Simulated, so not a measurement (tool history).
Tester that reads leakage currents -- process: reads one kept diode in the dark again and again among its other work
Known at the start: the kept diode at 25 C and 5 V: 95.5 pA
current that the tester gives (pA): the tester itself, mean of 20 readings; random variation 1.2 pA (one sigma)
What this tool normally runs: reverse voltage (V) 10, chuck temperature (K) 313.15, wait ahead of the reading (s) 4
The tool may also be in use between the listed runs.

run,hour,reverse voltage (V),chuck temperature (K),wait ahead of the reading (s),current that the tester gives (pA)
1,0,10,313.15,4,368.19
2,45,10,313.15,1.26,367.12
3,90.3,10,313.15,4,364.48
4,132.5,10,326.15,4,844.66
5,160.2,10,313.15,4,361.9
6,211.2,1.2,313.15,4,105.37
7,260.6,10,313.15,4,355.59
8,289.1,10,299.15,4,133.73
# hour 316.9: chuck's temperature calibrated
9,325.3,10,313.15,4,414.18
10,379.3,10,313.15,4,409.24
11,411.1,10,303.15,4,206.79
12,464.6,10,318.15,4,563.59
13,521.6,10,326.15,4,935.85
14,570.4,10,326.15,4,930.22
15,606.3,10,326.15,8.27,921.39
16,633.2,10,313.15,4,397.06
17,665,10,313.15,4,394.39
18,691.9,10,313.15,4,394.15
19,736.4,10,313.15,5.29,389.86
20,792.7,10,313.15,0.44,394.14
21,821.5,3.3,313.15,0.46,204.4
# hour 870.9: probe card cleaned and baked
22,876.5,3.7,295.15,0.51,59.52
23,935.7,3.7,295.15,0.51,58.78
24,968,3,312.15,7.33,172.53
25,1024.5,9.9,309.15,6.2,275.05
26,1076,1.9,315.15,4.31,160.47
27,1113.1,10,324.15,1.54,748.42
28,1150.4,2.2,304.15,2.74,80.06
29,1184.8,10,320.15,6.85,569.7
30,1232.1,10,320.15,1.75,570.64
31,1288.7,8.1,294.15,3.74,78.64
32,1313.9,10,313.15,0.33,360.78
33,1349.5,6.7,319.15,1.97,416.22
34,1396.4,2.8,297.15,0.66,53.85
# hour 1418.5: chuck's temperature calibrated
35,1457.1,1.2,326.15,0.36,285.14
36,1514.7,10,313.15,1.3,410.86
37,1576.6,2.3,313.15,7.32,173.52
38,1603.8,9.5,311.15,3.89,343.58
39,1651,1.5,321.15,3.34,228.21

Measured result minus the same run's result without the hidden state. Both carry the same run-to-run variation, though not necessarily the same gauge scatter:
Hidden state at play: stray current of the dirty probe card, pA a volt; current scale over the true one, %; true chuck temperature over the reading, C; drift of the gauge itself on leakage_pa, %.
run,current that the tester gives (pA)
1,-44.9
2,-47.43
3,-50.12
4,-121.78
5,-53.97
6,-18.12
7,-59.34
8,-20.06
9,-0.49
10,-3.78
11,+0.7
12,-14.37
13,-35.21
14,-41.34
15,-45.58
16,-18.21
17,-20.09
18,-21.62
19,-24.4
20,-27.65
21,-17.14
22,-7.02
23,-7.51
24,-21.67
25,-37.44
26,-22.74
27,-104.33
28,-13.11
29,-88.06
30,-92.83
31,-15.03
32,-64.83
33,-77.03
34,-11.43
35,-3.21
36,-6.58
37,-4.72
38,-9.69
39,-9.01

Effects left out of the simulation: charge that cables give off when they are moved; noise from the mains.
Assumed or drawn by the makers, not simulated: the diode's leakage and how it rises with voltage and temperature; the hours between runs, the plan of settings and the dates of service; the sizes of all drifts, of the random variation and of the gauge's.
